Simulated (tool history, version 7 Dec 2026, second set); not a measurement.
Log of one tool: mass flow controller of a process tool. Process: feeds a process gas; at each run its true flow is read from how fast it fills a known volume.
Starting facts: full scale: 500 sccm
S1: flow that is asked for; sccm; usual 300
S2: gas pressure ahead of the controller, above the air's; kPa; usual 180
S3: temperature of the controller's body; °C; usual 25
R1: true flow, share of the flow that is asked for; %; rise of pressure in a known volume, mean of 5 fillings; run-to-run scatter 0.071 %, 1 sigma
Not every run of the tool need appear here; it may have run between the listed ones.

| run | hour | S1 | S2 | S3 | R1 |
|---|---|---|---|---|---|
| 1 | 0.0 | 300 | 180 | 25 | 100.26 |
| 2 | 95.9 | 300 | 180 | 25 | 100.23 |
| 3 | 196.3 | 300 | 180 | 25 | 100.38 |
| 4 | 273.6 | 300 | 180 | 25 | 100.26 |
| 5 | 316.2 | 300 | 180 | 22 | 100.76 |
| 6 | 359.9 | 300 | 180 | 22 | 100.79 |
| 7 | 428.5 | 300 | 180 | 25 | 100.44 |
| 8 | 513.0 | 97 | 180 | 25 | 101.40 |
| 9 | 582.3 | 300 | 237 | 25 | 100.83 |
| 10 | 667.4 | 300 | 237 | 25 | 100.84 |
| 11 | 718.3 | 300 | 237 | 25 | 101.00 |
| 12 | 818.8 | 300 | 237 | 25 | 100.87 |
| 13 | 902.3 | 89 | 237 | 25 | 100.42 |

Removed from this log: 2 entries logged between the listed runs. Between which two listed runs does each belong, and how does the tool's hidden state at the listed run before it compare with that at the listed run after it?
Between runs 5 and 6: controller's zero set anew (hour 320.9)
  flow at rest that the sensor doesn't see, % of full scale: 0.227 -> 0.272; true flow over the shown one, %: 0.26 -> 0.27
  measured minus no-state result, R1: +0.64 -> +0.72 %
Between runs 12 and 13: controller's zero set anew, once more (hour 893.7)
  flow at rest that the sensor doesn't see, % of full scale: 0.292 -> 0.032; true flow over the shown one, %: 0.32 -> 0.33
  measured minus no-state result, R1: +0.81 -> +0.50 %

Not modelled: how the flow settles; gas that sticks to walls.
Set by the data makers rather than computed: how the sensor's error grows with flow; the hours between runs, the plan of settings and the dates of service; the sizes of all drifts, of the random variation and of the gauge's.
